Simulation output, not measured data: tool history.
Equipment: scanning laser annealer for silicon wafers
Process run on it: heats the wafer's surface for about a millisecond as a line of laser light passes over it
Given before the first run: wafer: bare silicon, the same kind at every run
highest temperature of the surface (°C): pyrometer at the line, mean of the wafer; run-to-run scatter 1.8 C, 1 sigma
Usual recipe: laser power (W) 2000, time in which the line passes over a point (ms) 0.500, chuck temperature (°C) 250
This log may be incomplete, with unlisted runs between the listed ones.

| run | hour | laser power (W) | time in which the line passes over a point (ms) | chuck temperature (°C) | highest temperature of the surface (°C) |
|---|---|---|---|---|---|
| 1 | 0.0 | 2000 | 0.500 | 250 | 1035 |
| 2 | 18.8 | 2000 | 0.500 | 250 | 1036 |
| 3 | 47.8 | 2000 | 0.500 | 250 | 1033 |
| 4 | 61.6 | 2000 | 0.500 | 250 | 1036 |
| 5 | 76.6 | 2000 | 0.500 | 250 | 1033 |
| 6 | 95.3 | 2000 | 0.500 | 250 | 1036 |
| 7 | 108.3 | 2000 | 0.500 | 250 | 1035 |
| 8 | 124.5 | 2000 | 0.506 | 250 | 1043 |
| 9 | 152.4 | 2000 | 0.469 | 250 | 1004 |
| 10 | 174.2 | 2000 | 0.469 | 250 | 1004 |
| 11 | 189.7 | 2000 | 0.469 | 276 | 1031 |
| 12 | 203.7 | 2000 | 0.469 | 276 | 1031 |
| 13 | 224.6 | 2000 | 0.500 | 284 | 1069 |
| 14 | 238.5 | 2000 | 0.500 | 284 | 1065 |
| 15 | 263.8 | 2000 | 0.412 | 250 | 947 |
| 16 | 277.6 | 2000 | 0.412 | 250 | 943 |
| 17 | 295.1 | 2000 | 0.391 | 250 | 923 |
| 18 | 319.5 | 2000 | 0.391 | 250 | 922 |
| 19 | 344.9 | 2045 | 0.500 | 250 | 1052 |
| 20 | 362.4 | 2045 | 0.500 | 250 | 1053 |
| 21 | 390.2 | 2000 | 0.500 | 250 | 1030 |
| 22 | 407.8 | 2111 | 0.370 | 262 | 961 |
| 23 | 426.5 | 1937 | 0.562 | 250 | 1047 |
| 24 | 442.1 | 1944 | 0.400 | 282 | 937 |
| 25 | 454.7 | 1885 | 0.435 | 250 | 913 |
| 26 | 468.4 | 1871 | 0.606 | 283 | 1080 |
| 27 | 496.8 | 2095 | 0.500 | 253 | 1083 |
| 28 | 513.1 | 2095 | 0.500 | 253 | 1079 |
| 29 | 540.3 | 1725 | 0.446 | 250 | 844 |
| 30 | 561.7 | 1725 | 0.446 | 250 | 842 |
| 31 | 591.1 | 2130 | 0.549 | 215 | 1109 |
| 32 | 617.3 | 2130 | 0.549 | 215 | 1107 |
| 33 | 639.9 | 1790 | 0.483 | 282 | 937 |
| 34 | 666.8 | 1758 | 0.564 | 249 | 951 |
| 35 | 693.7 | 1745 | 0.462 | 274 | 886 |
|  | 700.9 | window over the wafer cleaned |
| 36 | 710.8 | 1762 | 0.500 | 288 | 955 |
| 37 | 737.5 | 2000 | 0.445 | 257 | 995 |
| 38 | 765.1 | 2000 | 0.445 | 257 | 995 |
| 39 | 786.4 | 2000 | 0.445 | 257 | 997 |
| 40 | 814.2 | 2145 | 0.604 | 250 | 1224 |
| 41 | 832.1 | 2011 | 0.500 | 250 | 1048 |

Consider 4 possible next runs. They are alternatives, not a sequence: every one starts from the tool as it was left by run 41. What does each give?
| A | 854.1 | 1883 | 0.559 | 290 | ? |
| B | 854.1 | 2147 | 0.463 | 221 | ? |
| C | 854.1 | 2142 | 0.371 | 219 | ? |
| D | 854.1 | 2000 | 0.470 | 288 | ? |

| run | highest temperature of the surface (°C) |
|---|---|
| A | 1070 |
| B | 1052 |
| C | 946 |
| D | 1048 |
What these runs would have given with no unlogged condition in the tool:
| run | highest temperature of the surface (°C) |
|---|---|
| A | 1071 |
| B | 1054 |
| C | 947 |
| D | 1050 |

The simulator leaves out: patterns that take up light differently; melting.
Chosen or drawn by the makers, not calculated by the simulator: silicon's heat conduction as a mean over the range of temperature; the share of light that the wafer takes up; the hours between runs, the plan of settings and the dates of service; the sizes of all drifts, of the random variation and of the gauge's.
